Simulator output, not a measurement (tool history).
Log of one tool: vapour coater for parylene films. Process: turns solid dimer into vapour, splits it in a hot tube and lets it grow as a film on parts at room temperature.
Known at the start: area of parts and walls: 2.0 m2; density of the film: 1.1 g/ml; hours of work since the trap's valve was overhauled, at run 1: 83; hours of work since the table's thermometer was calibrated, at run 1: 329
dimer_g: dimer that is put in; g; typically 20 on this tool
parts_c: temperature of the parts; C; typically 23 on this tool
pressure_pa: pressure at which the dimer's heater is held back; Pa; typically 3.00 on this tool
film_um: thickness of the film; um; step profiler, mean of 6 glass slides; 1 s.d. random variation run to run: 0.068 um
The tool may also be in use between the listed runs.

run	hour	dimer_g	parts_c	pressure_pa	hours of work since the trap's valve was overhauled	hours of work since the table's thermometer was calibrated	film_um
1	0.0	20	23	3.00	83	329	8.05
2	12.5	12	23	3.00	90	336	4.85
3	27.2	20	31	3.00	98	344	5.94
4	36.4	20	23	3.00	104	349	8.06
5	56.5	20	23	3.00	115	361	8.11
6	68.7	20	23	3.00	122	368	8.10
7	88.0	20	23	3.00	133	379	8.15
8	108.5	20	23	3.00	145	390	8.14
9	127.5	20	23	3.00	155	401	8.15
10	136.5	10	23	3.00	161	406	4.06
11	152.2	10	23	3.00	169	415	3.98
12	167.2	10	23	3.00	178	424	4.09
13	180.7	20	26	3.00	186	431	7.22
14	191.0	20	26	3.00	192	437	7.20
15	204.2	20	22	3.00	199	445	8.40
16	213.7	18	22	3.00	204	450	7.57
17	225.5	18	22	3.00	211	457	7.58
18	246.0	18	34	2.29	223	469	5.05
# hour 263.7: trap's valve overhauled
19	265.7	10	18	9.08	1	478	3.79
20	282.1	10	18	9.08	11	487	3.82
21	301.7	17	23	4.82	22	498	6.16
22	320.7	30	26	6.56	32	509	9.05
23	329.8	33	16	6.56	38	514	14.47
24	339.6	20	24	3.00	43	520	7.79
25	357.1	20	24	3.00	53	530	7.76
26	370.2	11	31	3.00	61	537	3.31

Here are 3 independent what-if runs from the current tool condition. What would each one return?
A	387.0	12	26	2.45	70	547	?
B	387.0	10	31	3.00	70	547	?
C	387.0	26	17	11.99	70	547	?

run	film_um
A	4.60
B	2.97
C	9.62
Take away the tool's hidden state, keep each run's random variation, and the runs would have read:
run	film_um
A	4.60
B	2.97
C	9.64

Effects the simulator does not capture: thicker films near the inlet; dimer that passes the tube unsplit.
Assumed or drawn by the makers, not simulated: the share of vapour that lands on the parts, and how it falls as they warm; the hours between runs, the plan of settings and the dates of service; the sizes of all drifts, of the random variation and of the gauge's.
